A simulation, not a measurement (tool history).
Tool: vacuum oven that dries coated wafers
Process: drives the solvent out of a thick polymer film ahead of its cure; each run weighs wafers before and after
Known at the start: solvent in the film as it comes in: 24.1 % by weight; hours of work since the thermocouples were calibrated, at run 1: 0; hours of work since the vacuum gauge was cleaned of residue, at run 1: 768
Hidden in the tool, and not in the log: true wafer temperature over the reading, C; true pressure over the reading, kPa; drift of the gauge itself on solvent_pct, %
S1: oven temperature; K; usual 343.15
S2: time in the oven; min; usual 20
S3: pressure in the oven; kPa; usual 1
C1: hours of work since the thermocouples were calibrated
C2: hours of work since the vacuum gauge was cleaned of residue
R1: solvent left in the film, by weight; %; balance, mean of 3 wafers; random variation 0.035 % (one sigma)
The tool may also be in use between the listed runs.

Run 1, hour 0: usual settings; C1 0; C2 768. Result: R1 5.03 %.
Run 2, hour 37.5: usual settings; C1 25; C2 793. Result: R1 4.94 %.
Run 3, hour 85.6: usual settings but S3 1.07 kPa; C1 57; C2 825. Result: R1 5.03 %.
Run 4, hour 130.7: usual settings but S3 1.07 kPa; C1 87; C2 855. Result: R1 5.02 %.
Run 5, hour 194.6: usual settings; C1 129; C2 897. Result: R1 5.02 %.
Run 6, hour 248.1: usual settings; C1 165; C2 932. Result: R1 4.95 %.
Run 7, hour 316.7: usual settings but S3 0.7 kPa; C1 210; C2 978. Result: R1 4.81 %.
Run 8, hour 363.6: usual settings but S3 0.7 kPa; C1 241; C2 1009. Result: R1 4.84 %.
Run 9, hour 417.6: usual settings but S1 338.15 K, S3 0.7 kPa; C1 277; C2 1045. Result: R1 6.92 %.
Run 10, hour 502.5: usual settings but S1 330.15 K, S2 21 min, S3 3.92 kPa; C1 334; C2 1101. Result: R1 11.62 %.

Run 11 comes next. What will it give?
Run 11, hour 573.8: usual settings but S1 330.15 K, S3 3.03 kPa; C1 381; C2 1149. Result: R1 ?.

Run 11 gave R1 11.38 %.
Without the tool's hidden state the same run would have given R1 11.39 %.
